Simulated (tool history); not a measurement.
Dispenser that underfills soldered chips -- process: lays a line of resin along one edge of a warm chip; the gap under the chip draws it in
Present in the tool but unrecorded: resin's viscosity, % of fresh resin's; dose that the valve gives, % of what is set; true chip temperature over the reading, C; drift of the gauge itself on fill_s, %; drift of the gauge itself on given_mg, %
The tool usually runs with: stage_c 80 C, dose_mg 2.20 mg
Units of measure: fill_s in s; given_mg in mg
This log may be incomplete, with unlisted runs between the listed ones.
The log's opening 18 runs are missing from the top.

run	hour	stage_c	dose_mg	hours of work since the syringe was changed	hours of work since the valve was cleaned	hours of work since the stage was calibrated	fill_s	given_mg
# hour 83.2: new syringe of resin
19	84.8	80	2.57	1	87	262	52.0	2.44
20	91.4	80	2.57	6	91	267	66.0	2.46
21	94.4	83	2.62	8	94	269	64.1	2.46
# hour 95.5: new syringe of resin
22	101.0	93	2.80	4	98	274	34.5	2.64
23	104.6	88	1.96	7	101	276	51.7	1.82
# hour 107.8: new syringe of resin
24	108.5	80	2.21	0	104	279	50.0	2.05
25	111.9	80	2.21	3	106	282	57.5	2.08
26	116.3	71	2.56	6	110	285	96.8	2.35
# hour 120.1: new syringe of resin
27	120.1	73	2.37	0	112	288	68.1	2.21
28	124.7	73	2.37	3	116	291	79.9	2.20
29	131.2	73	2.37	8	121	296	98.8	2.17
# hour 132.6: new syringe of resin
30	137.6	85	2.30	4	125	300	48.2	2.12
31	140.4	85	2.89	6	127	303	51.6	2.65
32	143.8	88	2.84	8	130	305	51.8	2.57
# hour 145.2: new syringe of resin
33	148.5	71	2.24	3	133	308	85.7	2.05
34	154.5	88	2.18	7	138	313	49.5	1.98
# hour 157.8: new syringe of resin
35	158.1	80	2.85	0	140	315	50.5	2.59
36	161.2	80	2.85	3	142	318	55.8	2.60

Consider 3 possible next runs. They are alternatives, not a sequence: every one starts from the tool as it was left by run 36. What does each give?
# hour 165.5: dispensing valve cleaned and set on the balance
A	168.2	80	2.08	7	2	322	?	?
# hour 165.5: dispensing valve cleaned and set on the balance
B	168.2	91	2.29	7	2	322	?	?
# hour 165.5: dispensing valve cleaned and set on the balance
C	168.2	81	2.17	7	2	322	?	?

run	fill_s	given_mg
A	69.7	2.06
B	45.2	2.33
C	65.7	2.14
With the hidden condition removed and each run's random variation left untouched, the same runs would have given:
run	fill_s	given_mg
A	47.3	2.06
B	30.8	2.33
C	44.5	2.15
